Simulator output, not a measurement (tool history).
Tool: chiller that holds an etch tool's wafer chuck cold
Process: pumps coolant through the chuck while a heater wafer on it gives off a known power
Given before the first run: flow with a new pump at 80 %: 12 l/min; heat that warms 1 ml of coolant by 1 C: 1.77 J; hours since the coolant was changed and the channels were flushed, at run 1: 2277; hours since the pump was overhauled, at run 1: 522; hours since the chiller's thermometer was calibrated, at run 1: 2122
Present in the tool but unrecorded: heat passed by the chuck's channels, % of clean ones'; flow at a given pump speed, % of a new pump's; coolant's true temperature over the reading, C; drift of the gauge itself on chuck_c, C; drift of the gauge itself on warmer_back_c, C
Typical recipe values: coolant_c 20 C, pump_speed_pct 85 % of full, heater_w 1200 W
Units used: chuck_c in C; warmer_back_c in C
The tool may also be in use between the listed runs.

| run | day | coolant_c | pump_speed_pct | heater_w | hours since the coolant was changed and the channels were flushed | hours since the pump was overhauled | hours since the chiller's thermometer was calibrated | chuck_c | warmer_back_c |
|---|---|---|---|---|---|---|---|---|---|
| 1 | 0 | 20 | 85 | 1200 | 2277 | 522 | 2122 | 31.3 | 3.23 |
| 2 | 6.612 | 20 | 85 | 1200 | 2436 | 681 | 2281 | 31.2 | 3.16 |
| 3 | 11.721 | 20 | 85 | 1200 | 2559 | 804 | 2403 | 31.3 | 3.2 |
| 4 | 18.233 | 20 | 85 | 1200 | 2715 | 960 | 2559 | 31.3 | 3.15 |
| 5 | 21.217 | 20 | 85 | 1200 | 2787 | 1032 | 2631 | 31.3 | 3.19 |
| 6 | 27.496 | 20 | 85 | 638 | 2937 | 1182 | 2782 | 25.9 | 1.63 |
| 7 | 30.388 | 20 | 85 | 1053 | 3007 | 1252 | 2851 | 30 | 2.72 |
| 8 | 33.821 | 20 | 85 | 1527 | 3089 | 1334 | 2934 | 34.2 | 3.94 |
| 9 | 36.817 | 20 | 85 | 1527 | 3161 | 1406 | 3005 | 34.4 | 3.99 |
| 10 | 42.025 | 20 | 85 | 1527 | 3286 | 1531 | 3130 | 34.3 | 4.03 |
| 11 | 45.333 | 20 | 86 | 1200 | 3365 | 1610 | 3210 | 31.2 | 3.07 |
| 12 | 50.271 | 20 | 86 | 1200 | 3484 | 1729 | 3328 | 31.2 | 3.04 |
| 13 | 56.608 | 20 | 85 | 1200 | 3636 | 1881 | 3480 | 31.2 | 3.14 |
| 14 | 60.529 | 20 | 85 | 1200 | 3730 | 1975 | 3575 | 31.2 | 3.04 |
| 15 | 64.233 | 20 | 85 | 1223 | 3819 | 2064 | 3663 | 31.3 | 3.15 |
| 16 | 67.021 | 20 | 85 | 1223 | 3886 | 2131 | 3730 | 31.5 | 3.11 |
|  | 70.888 | chiller's thermometer calibrated |
| 17 | 71.079 | 15 | 85 | 1223 | 3982 | 2227 | 5 | 26.4 | 3.18 |
| 18 | 75.258 | 21 | 78 | 1200 | 4083 | 2328 | 105 | 32.9 | 3.44 |
| 19 | 79.321 | 21 | 78 | 1200 | 4180 | 2425 | 202 | 32.9 | 3.39 |
| 20 | 86.15 | 21 | 87 | 1483 | 4344 | 2589 | 366 | 34.7 | 3.77 |
| 21 | 91.95 | 13 | 68 | 1618 | 4483 | 2728 | 505 | 30.5 | 5.34 |
| 22 | 97.283 | 20 | 81 | 1744 | 4611 | 2856 | 633 | 36.9 | 4.71 |
| 23 | 104.079 | 20 | 91 | 1744 | 4774 | 3019 | 797 | 35.7 | 4.15 |
| 24 | 108.988 | 20 | 74 | 799 | 4892 | 3137 | 914 | 28.2 | 2.34 |
| 25 | 114.488 | 30 | 88 | 611 | 5024 | 3269 | 1046 | 35.6 | 1.44 |
| 26 | 120.188 | 15 | 74 | 1200 | 5161 | 3406 | 1183 | 27.3 | 3.57 |
| 27 | 124.521 | 15 | 74 | 1200 | 5265 | 3510 | 1287 | 27.2 | 3.54 |
| 28 | 127.546 | 22 | 64 | 1200 | 5338 | 3582 | 1360 | 35.6 | 4.12 |
| 29 | 133.242 | 16 | 83 | 1620 | 5474 | 3719 | 1496 | 31.4 | 4.25 |
| 30 | 138.404 | 25 | 85 | 985 | 5598 | 3843 | 1620 | 34.2 | 2.48 |
| 31 | 143.317 | 23 | 97 | 1200 | 5716 | 3961 | 1738 | 33.5 | 2.57 |
| 32 | 147.421 | 23 | 98 | 1228 | 5815 | 4059 | 1837 | 33.4 | 2.64 |

What would each run have given without the hidden state, its run-to-run variation left as it was?
| run | warmer_back_c |
|---|---|
| 1 | 3.23 |
| 2 | 3.17 |
| 3 | 3.21 |
| 4 | 3.17 |
| 5 | 3.22 |
| 6 | 1.66 |
| 7 | 2.76 |
| 8 | 3.98 |
| 9 | 4.03 |
| 10 | 4.08 |
| 11 | 3.13 |
| 12 | 3.11 |
| 13 | 3.21 |
| 14 | 3.12 |
| 15 | 3.23 |
| 16 | 3.2 |
| 17 | 3.27 |
| 18 | 3.54 |
| 19 | 3.49 |
| 20 | 3.88 |
| 21 | 5.46 |
| 22 | 4.83 |
| 23 | 4.28 |
| 24 | 2.48 |
| 25 | 1.59 |
| 26 | 3.72 |
| 27 | 3.7 |
| 28 | 4.28 |
| 29 | 4.42 |
| 30 | 2.65 |
| 31 | 2.75 |
| 32 | 2.83 |
chuck_c: differs from the measured result by no more than 0.1 C in any run.

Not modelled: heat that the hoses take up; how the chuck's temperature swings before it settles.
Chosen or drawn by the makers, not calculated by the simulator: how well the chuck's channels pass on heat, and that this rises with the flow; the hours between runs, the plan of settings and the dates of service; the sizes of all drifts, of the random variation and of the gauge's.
